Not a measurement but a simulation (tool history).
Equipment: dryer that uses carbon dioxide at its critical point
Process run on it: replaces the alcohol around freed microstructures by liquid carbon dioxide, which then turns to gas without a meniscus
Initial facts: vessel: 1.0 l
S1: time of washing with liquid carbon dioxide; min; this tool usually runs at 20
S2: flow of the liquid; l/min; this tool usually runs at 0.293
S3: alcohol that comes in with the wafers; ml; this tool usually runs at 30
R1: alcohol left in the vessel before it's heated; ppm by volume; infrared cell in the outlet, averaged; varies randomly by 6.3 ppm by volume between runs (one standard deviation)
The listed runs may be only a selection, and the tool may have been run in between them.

Run 1, hour 0.0: usual settings. Result: R1 352 ppm by volume.
Run 2, hour 43.5: usual settings. Result: R1 345 ppm by volume.
Run 3, hour 64.2: usual settings. Result: R1 353 ppm by volume.
Run 4, hour 104.5: usual settings. Result: R1 373 ppm by volume.
Run 5, hour 139.4: usual settings but S1 15 min. Result: R1 993 ppm by volume.
Run 6, hour 165.0: usual settings but S1 15 min. Result: R1 1026 ppm by volume.
Run 7, hour 192.4: usual settings. Result: R1 378 ppm by volume.
Run 8, hour 219.6: usual settings. Result: R1 375 ppm by volume.
Run 9, hour 248.3: usual settings but S3 107 ml. Result: R1 1144 ppm by volume.
Run 10, hour 267.2: usual settings. Result: R1 399 ppm by volume.
Run 11, hour 294.5: usual settings but S1 29 min. Result: R1 128 ppm by volume.
Run 12, hour 328.3: usual settings but S1 29 min. Result: R1 130 ppm by volume.
Run 13, hour 353.0: usual settings but S1 26 min. Result: R1 158 ppm by volume.
Run 14, hour 387.9: usual settings but S1 26 min, S2 0.471 l/min, S3 37 ml. Result: R1 101 ppm by volume.
Run 15, hour 409.7: usual settings but S1 26 min, S2 0.212 l/min, S3 37 ml. Result: R1 597 ppm by volume.
Run 16, hour 452.4: usual settings but S1 26 min, S2 0.212 l/min, S3 37 ml. Result: R1 594 ppm by volume.
Run 17, hour 484.8: usual settings but S1 28 min, S3 21 ml. Result: R1 143 ppm by volume.
Run 18, hour 515.8: usual settings but S1 28 min, S3 21 ml. Result: R1 152 ppm by volume.
Run 19, hour 553.5: usual settings but S1 14 min, S2 0.291 l/min, S3 56 ml. Result: R1 2646 ppm by volume.
At hour 576.3: purifier's bed changed.
Run 20, hour 588.2: usual settings but S1 14 min, S2 0.291 l/min, S3 56 ml. Result: R1 2510 ppm by volume.
Run 21, hour 620.8: usual settings but S2 0.202 l/min, S3 81 ml. Result: R1 3613 ppm by volume.
Run 22, hour 648.9: usual settings but S2 0.202 l/min, S3 81 ml. Result: R1 3681 ppm by volume.
Run 23, hour 685.4: usual settings but S1 14 min, S2 0.433 l/min, S3 22 ml. Result: R1 250 ppm by volume.
Run 24, hour 717.0: usual settings but S1 13 min, S2 0.433 l/min, S3 83 ml. Result: R1 1275 ppm by volume.
Run 25, hour 745.4: usual settings but S1 13 min, S2 0.433 l/min, S3 83 ml. Result: R1 1330 ppm by volume.

Consider 5 possible next runs. They are alternatives, not a sequence: every one starts from the tool as it was left by run 25. What does each give?
At hour 761.4: inlet filter changed.
Run A, hour 785.2: usual settings but S1 23 min, S3 24 ml. Result: R1 ?.
At hour 761.4: inlet filter changed.
Run B, hour 785.2: usual settings but S1 12 min, S2 0.262 l/min. Result: R1 ?.
At hour 761.4: inlet filter changed.
Run C, hour 785.2: usual settings but S1 18 min, S2 0.218 l/min, S3 42 ml. Result: R1 ?.
At hour 761.4: inlet filter changed.
Run D, hour 785.2: usual settings but S1 25 min, S2 0.320 l/min, S3 98 ml. Result: R1 ?.
At hour 761.4: inlet filter changed.
Run E, hour 785.2: usual settings but S1 22 min, S2 0.322 l/min, S3 32 ml. Result: R1 ?.

run    R1
  A   124
  B  2293
  C  1636
  D   172
  E   122
Stripped of hidden state, with their random variation kept, the same runs would have yielded:
run    R1
  A   109
  B  2256
  C  1601
  D   155
  E   107
